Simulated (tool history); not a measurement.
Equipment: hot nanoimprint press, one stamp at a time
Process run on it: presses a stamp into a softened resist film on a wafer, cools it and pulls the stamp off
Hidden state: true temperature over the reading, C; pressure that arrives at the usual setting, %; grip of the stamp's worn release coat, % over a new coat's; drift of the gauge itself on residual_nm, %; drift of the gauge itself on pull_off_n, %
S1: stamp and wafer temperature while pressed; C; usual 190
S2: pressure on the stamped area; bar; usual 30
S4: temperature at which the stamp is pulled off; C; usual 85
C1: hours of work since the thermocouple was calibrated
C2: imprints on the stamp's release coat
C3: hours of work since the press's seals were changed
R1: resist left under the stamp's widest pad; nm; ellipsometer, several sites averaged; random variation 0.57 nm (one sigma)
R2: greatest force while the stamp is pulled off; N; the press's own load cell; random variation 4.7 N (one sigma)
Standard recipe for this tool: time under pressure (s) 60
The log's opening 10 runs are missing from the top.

{"run": 11, "hour": 169.1, "S1": 199, "S2": 30, "time under pressure (s)": 60, "S4": 85, "C1": 263, "C2": 239, "C3": 263, "R1": 191.6, "R2": 230}
{"run": 12, "hour": 188.7, "S1": 199, "S2": 21.4, "time under pressure (s)": 60, "S4": 85, "C1": 277, "C2": 334, "C3": 277, "R1": 225.1, "R2": 221}
{"run": 13, "hour": 198.6, "S1": 190, "S2": 30, "time under pressure (s)": 93, "S4": 85, "C1": 284, "C2": 382, "C3": 284, "R1": 230.9, "R2": 225}
{"hour": 213.2, "done": "plate thermocouple calibrated"}
{"run": 14, "hour": 220.0, "S1": 186, "S2": 30, "time under pressure (s)": 60, "S4": 85, "C1": 5, "C2": 471, "C3": 297, "R1": 331.2, "R2": 227}
{"run": 15, "hour": 236.0, "S1": 190, "S2": 19, "time under pressure (s)": 60, "S4": 85, "C1": 16, "C2": 548, "C3": 308, "R1": 337.2, "R2": 235}
{"run": 16, "hour": 250.7, "S1": 190, "S2": 19, "time under pressure (s)": 60, "S4": 85, "C1": 26, "C2": 619, "C3": 318, "R1": 339.3, "R2": 228}
{"run": 17, "hour": 269.2, "S1": 190, "S2": 30, "time under pressure (s)": 116, "S4": 85, "C1": 39, "C2": 709, "C3": 331, "R1": 210.3, "R2": 235}
{"run": 18, "hour": 289.3, "S1": 190, "S2": 21.1, "time under pressure (s)": 59, "S4": 85, "C1": 54, "C2": 806, "C3": 345, "R1": 327.2, "R2": 225}
{"run": 19, "hour": 309.2, "S1": 190, "S2": 21.1, "time under pressure (s)": 59, "S4": 85, "C1": 68, "C2": 903, "C3": 359, "R1": 328.3, "R2": 230}
{"run": 20, "hour": 326.4, "S1": 190, "S2": 43.7, "time under pressure (s)": 42, "S4": 85, "C1": 80, "C2": 986, "C3": 372, "R1": 278.2, "R2": 233}
{"run": 21, "hour": 344.9, "S1": 190, "S2": 29.6, "time under pressure (s)": 93, "S4": 85, "C1": 93, "C2": 1075, "C3": 385, "R1": 234.5, "R2": 233}
{"run": 22, "hour": 364.4, "S1": 190, "S2": 18.9, "time under pressure (s)": 93, "S4": 82, "C1": 106, "C2": 1170, "C3": 398, "R1": 284.5, "R2": 244}
{"run": 23, "hour": 376.1, "S1": 200, "S2": 33, "time under pressure (s)": 37, "S4": 73, "C1": 115, "C2": 1226, "C3": 407, "R1": 222.3, "R2": 259}
{"run": 24, "hour": 384.9, "S1": 200, "S2": 33, "time under pressure (s)": 37, "S4": 73, "C1": 121, "C2": 1269, "C3": 413, "R1": 222.5, "R2": 258}
{"run": 25, "hour": 397.2, "S1": 190, "S2": 30, "time under pressure (s)": 35, "S4": 85, "C1": 129, "C2": 1328, "C3": 421, "R1": 349.7, "R2": 223}
{"run": 26, "hour": 416.7, "S1": 178, "S2": 46.8, "time under pressure (s)": 34, "S4": 84, "C1": 143, "C2": 1423, "C3": 435, "R1": 471.8, "R2": 231}
{"run": 27, "hour": 428.0, "S1": 190, "S2": 29.6, "time under pressure (s)": 60, "S4": 90, "C1": 151, "C2": 1478, "C3": 443, "R1": 283.3, "R2": 215}
{"run": 28, "hour": 438.5, "S1": 186, "S2": 24.4, "time under pressure (s)": 60, "S4": 85, "C1": 159, "C2": 1528, "C3": 450, "R1": 362.8, "R2": 224}
{"run": 29, "hour": 452.9, "S1": 183, "S2": 39.8, "time under pressure (s)": 60, "S4": 85, "C1": 169, "C2": 1598, "C3": 461, "R1": 339.4, "R2": 232}
{"hour": 454.3, "done": "gauge calibrated"}
{"run": 30, "hour": 472.8, "S1": 183, "S2": 39.8, "time under pressure (s)": 60, "S4": 85, "C1": 183, "C2": 1694, "C3": 475, "R1": 334.6, "R2": 233}
{"run": 31, "hour": 481.7, "S1": 183, "S2": 19.9, "time under pressure (s)": 80, "S4": 85, "C1": 189, "C2": 1737, "C3": 481, "R1": 390.3, "R2": 228}

Consider 3 possible next runs. They are alternatives, not a sequence: every one starts from the tool as it was left by run 31. What does each give?
{"run": "A", "hour": 501.5, "S1": 195, "S2": 19.9, "time under pressure (s)": 72, "S4": 77, "C1": 203, "C2": 1833, "C3": 495, "R1": "?", "R2": "?"}
{"run": "B", "hour": 501.5, "S1": 183, "S2": 28.8, "time under pressure (s)": 52, "S4": 85, "C1": 203, "C2": 1833, "C3": 495, "R1": "?", "R2": "?"}
{"run": "C", "hour": 501.5, "S1": 195, "S2": 20.8, "time under pressure (s)": 35, "S4": 85, "C1": 203, "C2": 1833, "C3": 495, "R1": "?", "R2": "?"}

run=A R1=250.5 R2=259
run=B R1=397.7 R2=239
run=C R1=332.2 R2=233
With no hidden state in the tool, these same runs would have given:
run=A R1=250.2 R2=254
run=B R1=397.2 R2=234
run=C R1=331.8 R2=229

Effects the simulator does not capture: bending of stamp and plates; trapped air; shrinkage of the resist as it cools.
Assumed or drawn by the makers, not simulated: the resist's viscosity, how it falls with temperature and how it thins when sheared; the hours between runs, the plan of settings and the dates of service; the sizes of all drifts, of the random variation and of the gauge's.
